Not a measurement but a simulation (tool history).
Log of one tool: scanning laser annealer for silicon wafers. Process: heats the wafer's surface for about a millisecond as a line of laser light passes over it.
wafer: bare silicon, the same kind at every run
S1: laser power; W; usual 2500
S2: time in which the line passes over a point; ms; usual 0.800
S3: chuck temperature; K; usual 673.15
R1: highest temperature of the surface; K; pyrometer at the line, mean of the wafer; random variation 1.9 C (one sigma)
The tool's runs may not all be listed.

run	hour	S1	S2	S3	R1
1	0.0	2500	0.800	673.15	1478.15
2	18.4	2500	0.800	673.15	1475.15
3	48.2	2500	0.800	673.15	1473.15
4	80.0	2500	0.800	673.15	1473.15
5	113.7	2500	0.800	673.15	1470.15
6	150.5	2500	0.800	673.15	1469.15
7	193.2	2500	0.800	673.15	1468.15
8	233.4	2500	0.800	673.15	1471.15
9	252.4	2500	0.800	673.15	1470.15
10	274.3	2500	0.993	673.15	1561.15
11	318.1	2500	0.993	673.15	1560.15
12	336.6	2500	0.993	673.15	1564.15
13	371.0	2500	0.993	673.15	1560.15
# hour 399.9: window over the wafer cleaned
14	406.9	2500	0.706	641.15	1413.15
15	439.7	2148	0.792	641.15	1313.15
16	476.2	2148	0.792	641.15	1310.15
17	500.8	2349	0.560	641.15	1267.15
18	522.8	2349	0.560	641.15	1266.15
# hour 529.0: laser's power meter calibrated
19	560.5	2218	0.701	669.15	1321.15
20	592.1	2500	0.587	690.15	1392.15
21	615.2	2337	0.952	658.15	1479.15
22	637.1	2675	0.900	658.15	1610.15
23	661.1	2675	0.900	658.15	1613.15
# hour 706.0: laser's power meter calibrated, once more
24	706.0	2675	0.900	658.15	1602.15
25	745.8	2585	0.871	690.15	1579.15
26	787.8	2585	0.692	690.15	1472.15

Measured less the same run without the tool's hidden state. The same run-to-run variation is in both; the gauge's scatter may not be:
The hidden state here: light that passes the window, % of a clean one's; laser's true power over the reading, %; width of the line over the set one, %; drift of the gauge itself on peak_c, C.
run	R1
1	-27.00
2	-27.00
3	-29.00
4	-30.00
5	-30.00
6	-31.00
7	-32.00
8	-33.00
9	-34.00
10	-38.00
11	-39.00
12	-41.00
13	-41.00
14	-6.00
15	-6.00
16	-6.00
17	-6.00
18	-7.00
19	-7.00
20	-8.00
21	-11.00
22	-12.00
23	-13.00
24	-20.00
25	-20.00
26	-19.00
